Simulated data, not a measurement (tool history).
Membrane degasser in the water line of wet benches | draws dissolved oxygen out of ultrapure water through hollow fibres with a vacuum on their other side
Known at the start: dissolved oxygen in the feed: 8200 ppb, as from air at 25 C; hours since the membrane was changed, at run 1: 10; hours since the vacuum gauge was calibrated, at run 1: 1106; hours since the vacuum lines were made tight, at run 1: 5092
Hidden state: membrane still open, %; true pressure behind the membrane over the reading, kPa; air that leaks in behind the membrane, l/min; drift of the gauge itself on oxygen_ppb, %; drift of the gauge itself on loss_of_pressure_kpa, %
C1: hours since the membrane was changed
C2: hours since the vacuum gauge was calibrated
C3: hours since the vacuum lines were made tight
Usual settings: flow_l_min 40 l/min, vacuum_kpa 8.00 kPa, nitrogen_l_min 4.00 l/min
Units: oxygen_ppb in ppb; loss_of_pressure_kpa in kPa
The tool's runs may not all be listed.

Run 1, day 0.000: usual settings; C1 10; C2 1106; C3 5092. Result: oxygen_ppb 125.2 ppb, loss_of_pressure_kpa 30.31 kPa.
Run 2, day 2.000: usual settings; C1 58; C2 1154; C3 5140. Result: oxygen_ppb 126.2 ppb, loss_of_pressure_kpa 30.32 kPa.
Run 3, day 4.288: usual settings; C1 113; C2 1209; C3 5195. Result: oxygen_ppb 126.5 ppb, loss_of_pressure_kpa 30.35 kPa.
Run 4, day 7.167: usual settings but vacuum_kpa 11.62 kPa; C1 182; C2 1278; C3 5264. Result: oxygen_ppb 208.5 ppb, loss_of_pressure_kpa 30.47 kPa.
Run 5, day 9.279: usual settings but flow_l_min 51 l/min; C1 233; C2 1329; C3 5315. Result: oxygen_ppb 179.6 ppb, loss_of_pressure_kpa 38.69 kPa.
Run 6, day 10.575: usual settings but flow_l_min 51 l/min; C1 264; C2 1360; C3 5346. Result: oxygen_ppb 182.1 ppb, loss_of_pressure_kpa 38.40 kPa.
Run 7, day 13.629: usual settings but flow_l_min 51 l/min; C1 337; C2 1433; C3 5419. Result: oxygen_ppb 179.0 ppb, loss_of_pressure_kpa 38.40 kPa.
Run 8, day 15.546: usual settings but flow_l_min 51 l/min, vacuum_kpa 6.27 kPa; C1 383; C2 1479; C3 5465. Result: oxygen_ppb 129.7 ppb, loss_of_pressure_kpa 38.63 kPa.
Run 9, day 18.438: usual settings but nitrogen_l_min 8.80 l/min; C1 453; C2 1549; C3 5535. Result: oxygen_ppb 67.8 ppb, loss_of_pressure_kpa 30.14 kPa.
At day 18.721: vacuum gauge calibrated.
Run 10, day 20.242: usual settings but nitrogen_l_min 8.80 l/min; C1 495; C2 36; C3 5578. Result: oxygen_ppb 68.1 ppb, loss_of_pressure_kpa 29.98 kPa.
Run 11, day 22.688: usual settings but nitrogen_l_min 8.80 l/min; C1 554; C2 95; C3 5636. Result: oxygen_ppb 68.2 ppb, loss_of_pressure_kpa 30.07 kPa.
Run 12, day 24.104: usual settings but flow_l_min 32 l/min, vacuum_kpa 16.36 kPa, nitrogen_l_min 2.04 l/min; C1 588; C2 129; C3 5670. Result: oxygen_ppb 455.5 ppb, loss_of_pressure_kpa 24.19 kPa.
Run 13, day 26.550: usual settings but vacuum_kpa 13.21 kPa, nitrogen_l_min 3.55 l/min; C1 647; C2 188; C3 5729. Result: oxygen_ppb 272.9 ppb, loss_of_pressure_kpa 30.37 kPa.

Forecast each of these 4 alternatives for the next run:
Run A, day 27.946: usual settings but vacuum_kpa 12.05 kPa, nitrogen_l_min 3.55 l/min; C1 680; C2 221; C3 5763. Result: oxygen_ppb ?, loss_of_pressure_kpa ?.
Run B, day 27.946: usual settings but flow_l_min 54 l/min, vacuum_kpa 13.21 kPa, nitrogen_l_min 2.47 l/min; C1 680; C2 221; C3 5763. Result: oxygen_ppb ?, loss_of_pressure_kpa ?.
Run C, day 27.946: usual settings but flow_l_min 31 l/min, vacuum_kpa 15.67 kPa, nitrogen_l_min 3.42 l/min; C1 680; C2 221; C3 5763. Result: oxygen_ppb ?, loss_of_pressure_kpa ?.
Run D, day 27.946: usual settings but nitrogen_l_min 11.61 l/min; C1 680; C2 221; C3 5763. Result: oxygen_ppb ?, loss_of_pressure_kpa ?.

run  oxygen_ppb  loss_of_pressure_kpa
  A       245.9                 30.14
  B       512.9                 40.99
  C       270.0                 23.72
  D        55.2                 30.39
Without the tool's hidden state the same runs would have given:
run  oxygen_ppb  loss_of_pressure_kpa
  A       241.7                 30.08
  B       507.1                 40.90
  C       264.8                 23.66
  D        53.9                 30.32

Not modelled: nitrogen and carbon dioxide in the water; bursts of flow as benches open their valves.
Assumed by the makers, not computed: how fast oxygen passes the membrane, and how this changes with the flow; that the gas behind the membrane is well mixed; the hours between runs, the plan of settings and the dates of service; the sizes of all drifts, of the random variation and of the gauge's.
